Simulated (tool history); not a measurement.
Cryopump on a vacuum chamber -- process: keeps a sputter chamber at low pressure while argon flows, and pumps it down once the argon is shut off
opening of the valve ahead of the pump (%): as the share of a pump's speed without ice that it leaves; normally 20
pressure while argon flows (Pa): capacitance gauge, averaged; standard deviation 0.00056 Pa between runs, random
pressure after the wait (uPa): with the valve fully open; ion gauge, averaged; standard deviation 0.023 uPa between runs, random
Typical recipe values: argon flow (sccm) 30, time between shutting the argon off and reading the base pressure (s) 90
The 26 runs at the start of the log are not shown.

run    hour  argon flow (sccm)  time between shutting the argon off and reading the base pressure (s)  opening of the valve ahead of the pump (%)  pressure while argon flows (Pa)  pressure after the wait (uPa)
 27  1043.9                 43                                                                     90                                          20                           0.1524                           0.83
 28  1080.6                 13                                                                    135                                          20                           0.0469                           0.59
 29  1127.2                 16                                                                     35                                          32                           0.0366                           1.84
 30    1158                 16                                                                     52                                          53                            0.022                           1.28
 31  1209.1                 21                                                                     92                                          20                           0.0749                           0.87
 32  1240.8                 43                                                                     33                                          31                           0.1013                           2.01
 33  1294.4                 43                                                                     33                                          31                           0.1012                           1.95
 34  1334.6                 43                                                                    141                                          26                           0.1198                           0.64

Predict each of these 4 candidate next runs independently; none follows another, all start after run 34:
  A  1363.2                 21                                                                     29                                          24                                ?                              ?
  B  1363.2                 48                                                                    159                                          21                                ?                              ?
  C  1363.2                 18                                                                     45                                          26                                ?                              ?
  D  1363.2                 30                                                                     90                                          16                                ?                              ?

run  pressure while argon flows (Pa)  pressure after the wait (uPa)
  A                            0.063                           2.21
  B                           0.1641                           0.62
  C                           0.0505                           1.53
  D                           0.1345                           0.92
The same runs, with their run-to-run variation unchanged, on a tool lacking any hidden condition would have given:
run  pressure while argon flows (Pa)  pressure after the wait (uPa)
  A                           0.0608                           2.09
  B                           0.1591                            0.5
  C                           0.0487                           1.41
  D                           0.1314                            0.8
